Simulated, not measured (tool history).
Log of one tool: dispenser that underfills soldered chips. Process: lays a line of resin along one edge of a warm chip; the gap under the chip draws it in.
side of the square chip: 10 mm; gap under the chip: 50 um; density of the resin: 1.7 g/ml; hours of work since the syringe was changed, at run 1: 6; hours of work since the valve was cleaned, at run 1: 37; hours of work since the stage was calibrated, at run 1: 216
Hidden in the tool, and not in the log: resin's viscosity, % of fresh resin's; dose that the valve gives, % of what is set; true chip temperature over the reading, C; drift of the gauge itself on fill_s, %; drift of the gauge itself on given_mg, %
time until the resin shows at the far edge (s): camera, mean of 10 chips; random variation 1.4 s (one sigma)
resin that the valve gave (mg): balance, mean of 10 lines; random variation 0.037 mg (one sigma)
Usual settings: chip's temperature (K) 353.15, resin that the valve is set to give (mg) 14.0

run,hour,chip's temperature (K),resin that the valve is set to give (mg),hours of work since the syringe was changed,hours of work since the valve was cleaned,hours of work since the stage was calibrated,time until the resin shows at the far edge (s),resin that the valve gave (mg)
1,0.0,353.15,14.0,6,37,216,213.9,13.77
# hour 7.7: new syringe of resin
2,7.7,353.15,12.5,0,43,221,142.4,12.31
3,16.8,353.15,14.0,7,49,228,220.3,13.73
# hour 20.2: dispensing valve cleaned and set on the balance
# hour 25.1: new syringe of resin
4,30.2,353.15,14.0,4,7,236,174.7,13.98
# hour 41.5: new syringe of resin
5,47.1,353.15,14.0,4,19,248,182.5,13.99
6,55.9,353.15,14.0,10,25,255,280.3,13.92
# hour 57.9: new syringe of resin
7,71.3,353.15,16.5,10,36,266,266.7,16.31
# hour 75.0: new syringe of resin
8,82.3,360.15,14.0,5,44,273,150.8,13.79
# hour 92.1: new syringe of resin
# hour 93.1: dispensing valve cleaned and set on the balance
9,99.3,349.15,14.0,4,4,285,224.6,14.00
# hour 109.9: new syringe of resin
10,109.9,353.15,12.7,0,12,292,141.7,12.69
11,120.9,353.15,12.7,8,20,300,245.1,12.61
# hour 127.2: new syringe of resin
12,130.6,353.15,15.1,2,27,307,170.5,14.93
13,139.7,353.15,14.0,9,33,314,266.9,13.93
# hour 143.5: new syringe of resin
14,156.0,353.15,14.0,9,45,325,259.1,13.70
# hour 159.7: new syringe of resin
# hour 165.5: dispensing valve cleaned and set on the balance
15,165.5,353.15,14.0,3,0,331,178.3,13.96
16,173.3,353.15,14.0,9,6,337,264.4,13.90
# hour 177.2: new syringe of resin
17,184.4,353.15,14.0,5,13,345,199.2,13.92
# hour 193.9: new syringe of resin
18,201.4,353.15,13.1,5,26,357,211.8,12.90
19,209.0,338.15,13.7,11,31,362,586.9,13.52
# hour 210.0: new syringe of resin
20,221.5,340.15,13.9,8,40,371,459.7,13.70
# hour 226.0: new syringe of resin
21,236.0,338.15,16.7,7,50,381,457.6,16.30
# hour 238.4: dispensing valve cleaned and set on the balance
# hour 244.1: new syringe of resin
22,251.2,360.15,14.1,5,9,391,154.7,14.07
# hour 260.5: new syringe of resin
23,268.0,343.15,15.5,5,21,403,321.2,15.38
# hour 277.4: new syringe of resin
24,282.8,354.15,12.9,4,31,414,182.7,12.81
25,290.2,358.15,13.4,9,37,419,222.9,13.29
# hour 293.9: new syringe of resin
26,300.3,349.15,13.6,5,44,426,242.4,13.41
# hour 310.8: new syringe of resin
# hour 311.8: dispensing valve cleaned and set on the balance
27,318.1,358.15,14.2,5,5,438,159.7,14.15
# hour 328.9: new syringe of resin
28,331.4,363.15,13.2,2,14,448,108.8,13.13
# hour 345.2: new syringe of resin
29,347.7,353.15,12.4,2,26,459,167.3,12.28
# hour 361.9: new syringe of resin
30,364.8,363.15,14.4,2,38,472,108.3,14.14
31,374.3,346.15,14.0,9,45,478,361.4,13.74
# hour 378.1: new syringe of resin
# hour 384.6: dispensing valve cleaned and set on the balance
32,390.2,360.15,12.6,8,4,489,189.7,12.60
# hour 395.3: new syringe of resin
33,401.3,360.15,12.6,4,12,497,151.5,12.50
# hour 411.7: new syringe of resin
34,417.7,354.15,14.0,4,24,508,191.2,13.85
# hour 428.6: new syringe of resin
35,431.1,365.15,13.7,2,33,518,102.7,13.49

Forecast each of these 3 alternatives for the next run:
A,443.9,365.15,13.4,11,42,527,?,?
B,443.9,365.15,13.3,11,42,527,?,?
C,443.9,365.15,13.7,11,42,527,?,?

run,time until the resin shows at the far edge (s),resin that the valve gave (mg)
A,198.9,13.21
B,196.3,13.06
C,194.7,13.44
Without the tool's hidden state the same runs would have given:
run,time until the resin shows at the far edge (s),resin that the valve gave (mg)
A,85.0,13.47
B,83.9,13.33
C,82.7,13.71

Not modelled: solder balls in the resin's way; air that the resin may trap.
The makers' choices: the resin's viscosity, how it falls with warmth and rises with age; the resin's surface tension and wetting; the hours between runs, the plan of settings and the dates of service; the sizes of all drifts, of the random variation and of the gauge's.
